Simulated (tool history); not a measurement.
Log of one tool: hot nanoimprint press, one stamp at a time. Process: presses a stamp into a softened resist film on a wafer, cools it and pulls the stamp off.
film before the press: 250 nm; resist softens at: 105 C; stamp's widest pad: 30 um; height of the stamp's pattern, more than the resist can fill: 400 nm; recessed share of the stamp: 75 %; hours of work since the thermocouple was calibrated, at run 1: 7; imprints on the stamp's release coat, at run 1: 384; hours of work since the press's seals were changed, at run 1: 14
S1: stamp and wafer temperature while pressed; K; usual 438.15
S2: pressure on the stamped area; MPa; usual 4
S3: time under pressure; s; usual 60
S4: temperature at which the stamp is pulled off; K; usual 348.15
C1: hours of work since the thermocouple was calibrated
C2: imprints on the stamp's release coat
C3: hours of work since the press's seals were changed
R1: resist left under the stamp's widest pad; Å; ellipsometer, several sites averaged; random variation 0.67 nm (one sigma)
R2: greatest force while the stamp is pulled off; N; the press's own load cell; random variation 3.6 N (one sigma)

run 1 day=0 | S1=438.15 S2=4 S3=60 S4=348.15 | C1=7 C2=384 C3=14 | R1=1322 R2=188
run 2 day=0.292 | S1=438.15 S2=4 S3=60 S4=348.15 | C1=12 C2=399 C3=19 | R1=1320 R2=198
run 3 day=0.538 | S1=438.15 S2=4 S3=60 S4=348.15 | C1=16 C2=411 C3=23 | R1=1325 R2=198
run 4 day=0.9 | S1=438.15 S2=5.63 S3=60 S4=348.15 | C1=22 C2=430 C3=29 | R1=1116 R2=196
run 5 day=1.083 | S1=438.15 S2=2.62 S3=60 S4=348.15 | C1=25 C2=439 C3=32 | R1=1586 R2=203
run 6 day=1.412 | S1=439.15 S2=2.62 S3=60 S4=348.15 | C1=30 C2=456 C3=37 | R1=1537 R2=207
run 7 day=1.608 | S1=439.15 S2=2.62 S3=60 S4=348.15 | C1=34 C2=466 C3=41 | R1=1530 R2=206
run 8 day=1.988 | S1=439.15 S2=2.62 S3=60 S4=348.15 | C1=40 C2=486 C3=47 | R1=1539 R2=205
run 9 day=2.367 | S1=438.15 S2=4 S3=60 S4=348.15 | C1=46 C2=505 C3=54 | R1=1316 R2=207
run 10 day=2.612 | S1=438.15 S2=4 S3=60 S4=349.15 | C1=51 C2=517 C3=58 | R1=1334 R2=201
run 11 day=2.767 | S1=438.15 S2=4 S3=60 S4=349.15 | C1=53 C2=525 C3=60 | R1=1335 R2=203
run 12 day=3.075 | S1=438.15 S2=4 S3=60 S4=349.15 | C1=58 C2=541 C3=65 | R1=1317 R2=200
run 13 day=3.375 | S1=438.15 S2=4 S3=60 S4=349.15 | C1=63 C2=556 C3=70 | R1=1311 R2=208
run 14 day=3.629 | S1=438.15 S2=4 S3=60 S4=349.15 | C1=68 C2=570 C3=75 | R1=1326 R2=206
-- day=3.775 plate thermocouple calibrated
run 15 day=3.983 | S1=438.15 S2=4 S3=60 S4=349.15 | C1=4 C2=581 C3=79 | R1=1336 R2=206
run 16 day=4.312 | S1=438.15 S2=4 S3=31 S4=348.15 | C1=9 C2=598 C3=84 | R1=1614 R2=205
run 17 day=4.562 | S1=431.15 S2=2.62 S3=31 S4=348.15 | C1=13 C2=611 C3=88 | R1=2210 R2=213
run 18 day=4.942 | S1=437.15 S2=6.03 S3=81 S4=348.15 | C1=20 C2=630 C3=95 | R1=1020 R2=209
run 19 day=5.179 | S1=437.15 S2=6.03 S3=81 S4=348.15 | C1=24 C2=643 C3=99 | R1=1023 R2=218
-- day=5.488 plate thermocouple calibrated, once more
run 20 day=5.488 | S1=437.15 S2=6.03 S3=81 S4=348.15 | C1=0 C2=652 C3=102 | R1=1025 R2=221
run 21 day=5.679 | S1=437.15 S2=6.03 S3=49 S4=348.15 | C1=3 C2=662 C3=105 | R1=1222 R2=217
run 22 day=6.017 | S1=437.15 S2=6.03 S3=49 S4=348.15 | C1=9 C2=679 C3=111 | R1=1225 R2=220
run 23 day=6.329 | S1=431.15 S2=4 S3=117 S4=356.15 | C1=14 C2=695 C3=116 | R1=1478 R2=212
run 24 day=6.521 | S1=431.15 S2=4 S3=117 S4=356.15 | C1=17 C2=705 C3=119 | R1=1478 R2=201
run 25 day=6.846 | S1=438.15 S2=3.34 S3=60 S4=339.15 | C1=23 C2=722 C3=125 | R1=1474 R2=235
run 26 day=7.079 | S1=438.15 S2=3.34 S3=60 S4=339.15 | C1=27 C2=734 C3=129 | R1=1449 R2=234
run 27 day=7.4 | S1=438.15 S2=3.34 S3=60 S4=339.15 | C1=32 C2=750 C3=134 | R1=1462 R2=232
run 28 day=7.575 | S1=443.15 S2=3.34 S3=44 S4=342.15 | C1=35 C2=759 C3=137 | R1=1316 R2=227
run 29 day=7.767 | S1=432.15 S2=4 S3=60 S4=348.15 | C1=38 C2=769 C3=140 | R1=1711 R2=225
run 30 day=8.038 | S1=434.15 S2=2.89 S3=60 S4=348.15 | C1=43 C2=783 C3=145 | R1=1778 R2=220

3 ways to go on from here, each from the tool as it stands after run 30. What would each give?
run A day=8.404 | S1=434.15 S2=2.89 S3=49 S4=348.15 | C1=49 C2=801 C3=151 | R1=? R2=?
run B day=8.404 | S1=438.15 S2=4.57 S3=50 S4=348.15 | C1=49 C2=801 C3=151 | R1=? R2=?
run C day=8.404 | S1=443.15 S2=5.53 S3=46 S4=348.15 | C1=49 C2=801 C3=151 | R1=? R2=?

run=A R1=1876 R2=225
run=B R1=1335 R2=223
run=C R1=1020 R2=219
Without the tool's hidden state the same runs would have given:
run=A R1=1867 R2=172
run=B R1=1324 R2=171
run=C R1=1011 R2=167
